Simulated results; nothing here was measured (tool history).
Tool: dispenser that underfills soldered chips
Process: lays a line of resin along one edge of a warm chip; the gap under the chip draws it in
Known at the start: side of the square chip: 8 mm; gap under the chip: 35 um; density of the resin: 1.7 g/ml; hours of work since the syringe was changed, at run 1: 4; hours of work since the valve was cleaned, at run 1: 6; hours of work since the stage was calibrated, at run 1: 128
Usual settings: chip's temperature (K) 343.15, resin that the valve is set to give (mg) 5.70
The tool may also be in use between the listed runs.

run   hour  chip's temperature (K)  resin that the valve is set to give (mg)  hours of work since the syringe was changed  hours of work since the valve was cleaned  hours of work since the stage was calibrated  time until the resin shows at the far edge (s)  resin that the valve gave (mg)
  1    0.0                  343.15                                      5.70                                            4                                          6                                           128                                           146.6                            5.71
       3.7  -- new syringe of resin
  2    6.7                  343.15                                      5.70                                            2                                         10                                           132                                           125.2                            5.67
      13.4  -- new syringe of resin
  3   16.7                  343.15                                      5.70                                            2                                         17                                           139                                           125.9                            5.64
      22.8  -- new syringe of resin
  4   26.1                  343.15                                      5.70                                            2                                         24                                           145                                           128.6                            5.67
      32.1  -- new syringe of resin
  5   33.0                  343.15                                      5.70                                            1                                         28                                           150                                           113.1                            5.61
      41.1  -- new syringe of resin
  6   41.1                  343.15                                      5.70                                            0                                         34                                           155                                           110.1                            5.66
      50.0  -- new syringe of resin
  7   50.0                  338.15                                      5.70                                            0                                         40                                           162                                           134.5                            5.54
      59.3  -- new syringe of resin
  8   60.9                  343.15                                      5.14                                            1                                         47                                           169                                           117.7                            5.08
  9   66.6                  343.15                                      5.14                                            5                                         51                                           173                                           157.0                            5.08
      68.8  -- new syringe of resin
 10   77.2                  343.15                                      5.14                                            6                                         59                                           180                                           170.5                            5.06
      78.2  -- new syringe of resin
 11   82.7                  343.15                                      5.14                                            3                                         62                                           184                                           140.4                            5.04
      87.6  -- new syringe of resin
 12   89.3                  343.15                                      6.32                                            1                                         67                                           189                                           115.2                            6.16
      96.6  -- new syringe of resin
 13  100.7                  343.15                                      6.32                                            3                                         75                                           196                                           132.8                            6.13
     105.6  -- new syringe of resin
 14  106.1                  343.15                                      5.70                                            0                                         78                                           200                                           111.7                            5.48
 15  113.9                  343.15                                      5.70                                            6                                         84                                           205                                           168.1                            5.53
     114.9  -- new syringe of resin
     115.9  -- dispensing valve cleaned and set on the balance
 16  124.4                  343.15                                      5.70                                            6                                          6                                           212                                           170.5                            5.69
     125.6  -- new syringe of resin
 17  129.6                  330.15                                      6.91                                            3                                          9                                           216                                           232.3                            6.87
     134.7  -- new syringe of resin
 18  136.0                  330.15                                      6.91                                            1                                         14                                           220                                           204.5                            6.87
     144.0  -- new syringe of resin
 19  144.0                  356.15                                      5.83                                            0                                         19                                           225                                            62.9                            5.80
     153.1  -- new syringe of resin
 20  153.1                  353.15                                      6.07                                            0                                         25                                           231                                            71.7                            5.94
 21  159.4                  329.15                                      7.24                                            4                                         30                                           236                                           271.0                            7.13
     162.0  -- new syringe of resin
 22  169.0                  345.15                                      5.74                                            5                                         36                                           242                                           141.8                            5.71
     171.3  -- new syringe of resin
     180.5  -- new syringe of resin
 23  180.5                  336.15                                      5.00                                            0                                         44                                           250                                           151.8                            4.94
 24  186.3                  352.15                                      5.00                                            4                                         48                                           254                                           103.2                            4.89
     189.5  -- new syringe of resin
 25  196.5                  352.15                                      5.09                                            5                                         55                                           261                                           107.8                            5.02
     198.7  -- new syringe of resin
 26  202.3                  352.15                                      5.09                                            3                                         59                                           265                                            91.6                            4.97
     207.8  -- new syringe of resin
 27  210.9                  352.15                                      5.09                                            2                                         65                                           271                                            93.8                            5.04
     217.1  -- new syringe of resin
 28  220.8                  328.15                                      5.09                                            3                                         72                                           278                                           267.5                            4.93
     226.0  -- new syringe of resin
 29  232.3                  329.15                                      6.31                                            4                                         80                                           286                                           281.7                            6.10
     235.4  -- new syringe of resin
     240.4  -- dispensing valve cleaned and set on the balance
 30  242.6                  356.15                                      6.63                                            4                                          2                                           292                                            84.5                            6.66

Forecast each of these 3 alternatives for the next run:
     245.3  -- new syringe of resin
     254.8  -- new syringe of resin
  A  255.0                  350.15                                      6.33                                            0                                         10                                           300                                               ?                               ?
     245.3  -- new syringe of resin
     254.8  -- new syringe of resin
  B  255.0                  350.15                                      5.92                                            0                                         10                                           300                                               ?                               ?
     245.3  -- new syringe of resin
     254.8  -- new syringe of resin
  C  255.0                  355.15                                      6.05                                            0                                         10                                           300                                               ?                               ?

run  time until the resin shows at the far edge (s)  resin that the valve gave (mg)
  A                                            80.7                            6.29
  B                                            81.7                            5.86
  C                                            67.0                            6.04
Without the tool's hidden state the same runs would have given:
run  time until the resin shows at the far edge (s)  resin that the valve gave (mg)
  A                                            77.9                            6.32
  B                                            78.9                            5.88
  C                                            64.8                            6.06
